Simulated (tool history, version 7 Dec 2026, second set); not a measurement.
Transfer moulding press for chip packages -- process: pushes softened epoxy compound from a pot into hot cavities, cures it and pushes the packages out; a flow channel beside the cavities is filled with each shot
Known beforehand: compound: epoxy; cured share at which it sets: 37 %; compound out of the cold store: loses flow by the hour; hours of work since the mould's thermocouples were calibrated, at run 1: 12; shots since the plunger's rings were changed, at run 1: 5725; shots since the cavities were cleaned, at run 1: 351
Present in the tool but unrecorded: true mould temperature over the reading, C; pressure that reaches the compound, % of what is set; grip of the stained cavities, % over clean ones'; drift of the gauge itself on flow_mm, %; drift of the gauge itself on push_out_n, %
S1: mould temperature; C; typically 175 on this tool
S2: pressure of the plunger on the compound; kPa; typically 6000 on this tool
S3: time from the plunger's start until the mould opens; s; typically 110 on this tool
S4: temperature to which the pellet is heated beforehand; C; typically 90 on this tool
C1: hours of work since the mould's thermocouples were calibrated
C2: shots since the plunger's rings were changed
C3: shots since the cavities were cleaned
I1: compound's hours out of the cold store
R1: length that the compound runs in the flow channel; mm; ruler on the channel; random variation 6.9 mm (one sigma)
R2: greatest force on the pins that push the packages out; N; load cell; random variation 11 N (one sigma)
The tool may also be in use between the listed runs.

run,day,S1,S2,S3,S4,C1,C2,C3,I1,R1,R2
1,0,175,6000,110,90,12,5725,351,36.7,647,621
2,0.379,175,6000,102,90,19,5833,459,46.2,623,753
3,0.596,173,6000,110,90,23,5895,521,27.4,669,782
# day 0.729: plunger's sealing rings changed
4,1,173,6000,110,90,28,78,607,38,716,784
5,1.196,175,6000,110,90,32,133,662,34.7,720,709
6,1.488,175,6000,110,90,37,216,745,47.7,695,723
7,1.871,175,5840,110,90,44,325,854,23.4,746,752
# day 1.967: cavities cleaned with cleaning compound and waxed
8,2.221,175,5840,110,90,49,407,72,18.8,739,905
9,2.417,173,6000,110,90,53,462,127,39.8,716,1017
10,2.771,175,6000,102,90,59,563,228,29.8,729,1027
11,3.179,175,6000,102,90,66,679,344,26.2,735,1010
12,3.575,175,6000,110,90,73,791,456,23,747,861
13,3.808,175,6000,131,90,78,858,523,44.7,699,650
# day 4.208: cavities cleaned with cleaning compound and waxed, once more
14,4.238,175,6000,107,90,84,962,9,42.8,688,520

Run 15, settings as shown, results not yet in. Your forecast:
15,4.588,175,6000,107,90,90,1062,109,13.4,?,?

R1: 780 mm
R2: 625 N
Were there no unlogged condition in the tool, this run, its random variation unchanged, would have produced R1 796 mm, R2 557 N.
